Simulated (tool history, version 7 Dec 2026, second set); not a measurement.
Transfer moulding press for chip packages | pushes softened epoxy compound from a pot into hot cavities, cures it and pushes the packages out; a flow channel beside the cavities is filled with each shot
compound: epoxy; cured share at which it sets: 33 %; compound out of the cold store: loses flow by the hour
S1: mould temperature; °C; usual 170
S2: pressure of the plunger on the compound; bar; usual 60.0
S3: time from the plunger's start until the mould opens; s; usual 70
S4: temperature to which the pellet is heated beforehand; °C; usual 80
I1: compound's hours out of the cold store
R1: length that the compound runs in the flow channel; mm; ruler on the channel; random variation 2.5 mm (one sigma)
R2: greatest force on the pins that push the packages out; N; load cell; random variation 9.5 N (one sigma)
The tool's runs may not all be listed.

run	hour	S1	S2	S3	S4	I1	R1	R2
1	0.0	170	60.0	70	80	18.3	616	458
2	11.8	170	52.8	70	80	21.1	573	534
3	18.0	170	60.0	70	70	15.3	622	633
4	25.6	170	60.0	70	80	20.7	609	630
5	34.4	169	60.0	70	80	29.2	596	685
6	45.8	169	60.0	70	80	43.8	572	718
# hour 52.4: cavities cleaned with cleaning compound and waxed
7	52.4	170	60.0	70	80	17.5	612	818
8	64.4	170	60.0	70	80	42.5	560	755
9	72.8	170	60.0	70	80	47.2	553	753
10	85.0	170	60.0	70	80	39.8	570	754
11	92.9	170	60.0	70	80	36.2	575	759
12	98.1	170	60.0	70	80	24.9	590	793
# hour 104.8: cavities cleaned with cleaning compound and waxed
13	105.0	165	72.3	67	71	26.1	672	784
# hour 109.6: cavities cleaned with cleaning compound and waxed, once more
# hour 112.8: plunger's sealing rings changed
14	114.9	165	72.9	70	76	41.1	679	693
15	122.2	165	72.9	70	76	24.1	710	786
16	128.5	170	52.3	92	80	47.9	541	367
17	134.5	173	60.0	70	80	19.8	623	487
18	140.4	168	60.0	93	86	33.5	615	431
19	152.8	168	60.0	93	86	13.4	654	471
# hour 165.1: cavities cleaned with cleaning compound and waxed
20	165.9	166	58.6	64	77	37.5	601	755
21	171.2	163	61.2	63	83	43.0	617	1057
22	179.7	177	48.3	95	90	24.1	535	333
23	188.7	175	64.8	85	89	42.8	590	372

3 ways to go on from here, each from the tool as it stands after run 23. What would each give?
A	200.8	170	51.6	70	80	42.1	?	?
B	200.8	175	64.8	77	73	33.3	?	?
C	200.8	163	63.4	85	72	21.7	?	?

run	R1	R2
A	536	647
B	607	429
C	666	752
Without the tool's hidden state the same runs would have given:
run	R1	R2
A	544	435
B	615	292
C	675	505

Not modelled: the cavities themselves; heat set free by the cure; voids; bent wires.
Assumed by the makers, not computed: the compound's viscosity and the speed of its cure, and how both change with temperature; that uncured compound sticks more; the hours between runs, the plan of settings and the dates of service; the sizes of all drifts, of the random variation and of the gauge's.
